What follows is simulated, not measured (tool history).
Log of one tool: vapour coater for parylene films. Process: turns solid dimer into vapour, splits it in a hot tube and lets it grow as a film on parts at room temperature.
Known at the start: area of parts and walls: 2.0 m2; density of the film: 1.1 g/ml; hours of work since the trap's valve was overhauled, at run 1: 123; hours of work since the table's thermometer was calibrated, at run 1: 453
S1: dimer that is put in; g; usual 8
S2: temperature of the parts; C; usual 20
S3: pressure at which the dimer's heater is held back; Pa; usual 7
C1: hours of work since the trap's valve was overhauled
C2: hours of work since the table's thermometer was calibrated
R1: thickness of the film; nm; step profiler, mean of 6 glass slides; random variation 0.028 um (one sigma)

run 1 hour=0 | S1=8 S2=20 S3=7 | C1=123 C2=453 | R1=2570
run 2 hour=17.4 | S1=8 S2=20 S3=7 | C1=132 C2=463 | R1=2540
run 3 hour=27.3 | S1=8 S2=20 S3=7 | C1=138 C2=468 | R1=2510
run 4 hour=46.6 | S1=8 S2=20 S3=7 | C1=149 C2=479 | R1=2500
run 5 hour=63.6 | S1=8 S2=20 S3=7 | C1=158 C2=489 | R1=2510
run 6 hour=79.7 | S1=8 S2=20 S3=7 | C1=167 C2=498 | R1=2480
run 7 hour=93.8 | S1=8 S2=20 S3=7 | C1=175 C2=506 | R1=2460
run 8 hour=108.8 | S1=8 S2=20 S3=7 | C1=184 C2=514 | R1=2460
run 9 hour=126.7 | S1=8 S2=20 S3=2.3 | C1=194 C2=524 | R1=3230
run 10 hour=136.4 | S1=8 S2=20 S3=7 | C1=199 C2=530 | R1=2520
run 11 hour=146.5 | S1=8 S2=20 S3=7 | C1=205 C2=535 | R1=2450
run 12 hour=162.6 | S1=8 S2=20 S3=7 | C1=214 C2=544 | R1=2480
run 13 hour=174.6 | S1=8 S2=23 S3=7 | C1=221 C2=551 | R1=2190
run 14 hour=193.5 | S1=8 S2=23 S3=7 | C1=231 C2=562 | R1=2130
run 15 hour=208.2 | S1=8 S2=23 S3=7 | C1=240 C2=570 | R1=2140
run 16 hour=222.6 | S1=8 S2=23 S3=7 | C1=248 C2=578 | R1=2160
run 17 hour=236.6 | S1=8 S2=13 S3=2.2 | C1=256 C2=586 | R1=3420
run 18 hour=257.3 | S1=8 S2=23 S3=2.2 | C1=267 C2=598 | R1=2860
run 19 hour=267.6 | S1=8 S2=23 S3=2.2 | C1=273 C2=604 | R1=2830
run 20 hour=276.9 | S1=9 S2=23 S3=2.25 | C1=278 C2=609 | R1=3150
run 21 hour=292.3 | S1=9 S2=23 S3=2.25 | C1=287 C2=617 | R1=3110
run 22 hour=312.2 | S1=3 S2=12 S3=10.96 | C1=298 C2=629 | R1=1190
run 23 hour=329.3 | S1=11 S2=20 S3=7 | C1=308 C2=638 | R1=3400
run 24 hour=343.9 | S1=6 S2=20 S3=2.96 | C1=316 C2=646 | R1=2220
run 25 hour=360.4 | S1=5 S2=12 S3=10.17 | C1=325 C2=656 | R1=2030
run 26 hour=380.7 | S1=8 S2=28 S3=3.09 | C1=337 C2=667 | R1=2050
run 27 hour=390.9 | S1=8 S2=28 S3=3.09 | C1=342 C2=673 | R1=2080
run 28 hour=405.4 | S1=10 S2=20 S3=2.21 | C1=351 C2=681 | R1=3950
run 29 hour=420.1 | S1=10 S2=20 S3=2.21 | C1=359 C2=689 | R1=4010
run 30 hour=434.9 | S1=10 S2=20 S3=2.21 | C1=367 C2=698 | R1=3970
run 31 hour=445.7 | S1=10 S2=29 S3=2.21 | C1=373 C2=704 | R1=2690

Measured less the same run without the tool's hidden state. The same run-to-run variation is in both; the gauge's scatter may not be:
The hidden state here: vapour lost through the trap's worn valve, %; true temperature of the parts over the reading, C; drift of the gauge itself on film_um, %.
run=1 R1=-60
run=2 R1=-50
run=3 R1=-60
run=4 R1=-60
run=5 R1=-60
run=6 R1=-70
run=7 R1=-70
run=8 R1=-70
run=9 R1=-100
run=10 R1=-80
run=11 R1=-80
run=12 R1=-80
run=13 R1=-80
run=14 R1=-80
run=15 R1=-90
run=16 R1=-80
run=17 R1=-150
run=18 R1=-130
run=19 R1=-120
run=20 R1=-140
run=21 R1=-140
run=22 R1=-60
run=23 R1=-170
run=24 R1=-110
run=25 R1=-110
run=26 R1=-110
run=27 R1=-120
run=28 R1=-220
run=29 R1=-240
run=30 R1=-230
run=31 R1=-160
